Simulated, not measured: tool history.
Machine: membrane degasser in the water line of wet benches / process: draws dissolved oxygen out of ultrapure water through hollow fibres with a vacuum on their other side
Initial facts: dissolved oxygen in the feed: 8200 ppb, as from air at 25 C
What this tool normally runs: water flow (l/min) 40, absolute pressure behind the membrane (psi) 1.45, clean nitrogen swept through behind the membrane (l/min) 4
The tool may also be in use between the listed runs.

run,hour,water flow (l/min),absolute pressure behind the membrane (psi),clean nitrogen swept through behind the membrane (l/min),dissolved oxygen in the water behind the degasser (ppb),pressure that the water loses in the fibres (psi)
1,0,40,1.45,4,165.3,4.659
2,190.3,40,1.45,4,169.7,4.677
3,384.1,40,1.45,4,166.5,4.664
4,505.6,40,1.45,4,165.6,4.682
5,613.7,40,1.45,9.79,75.8,4.682
6,852.8,40,1.45,9.79,77.9,4.659
7,1010.7,40,1.45,9.79,77.3,4.679
8,1196,25,0.94,9.79,20.6,2.894
9,1337.8,25,0.94,9.79,21.8,2.907
# hour 1505.2: seals of the vacuum lines changed
10,1533.8,25,2.55,2.11,380.3,2.911
# hour 1600.3: vacuum gauge calibrated
11,1715.2,31,1.25,2.11,179.7,3.594

Predict each of these 5 candidate next runs independently; none follows another, all start after run 11:
A,1881.8,30,3.06,9.05,?,?
B,1881.8,31,1.29,4.78,?,?
C,1881.8,24,1.09,2.11,?,?
D,1881.8,31,1.39,2.11,?,?
E,1881.8,28,1.25,2.11,?,?

run,dissolved oxygen in the water behind the degasser (ppb),pressure that the water loses in the fibres (psi)
A,145.5,3.475
B,91.7,3.609
C,115.9,2.84
D,211.3,3.619
E,164.9,3.258
Had the tool no hidden state, the same runs would have come out as:
run,dissolved oxygen in the water behind the degasser (ppb),pressure that the water loses in the fibres (psi)
A,145.5,3.474
B,91.7,3.606
C,115.9,2.838
D,211.2,3.616
E,164.9,3.256

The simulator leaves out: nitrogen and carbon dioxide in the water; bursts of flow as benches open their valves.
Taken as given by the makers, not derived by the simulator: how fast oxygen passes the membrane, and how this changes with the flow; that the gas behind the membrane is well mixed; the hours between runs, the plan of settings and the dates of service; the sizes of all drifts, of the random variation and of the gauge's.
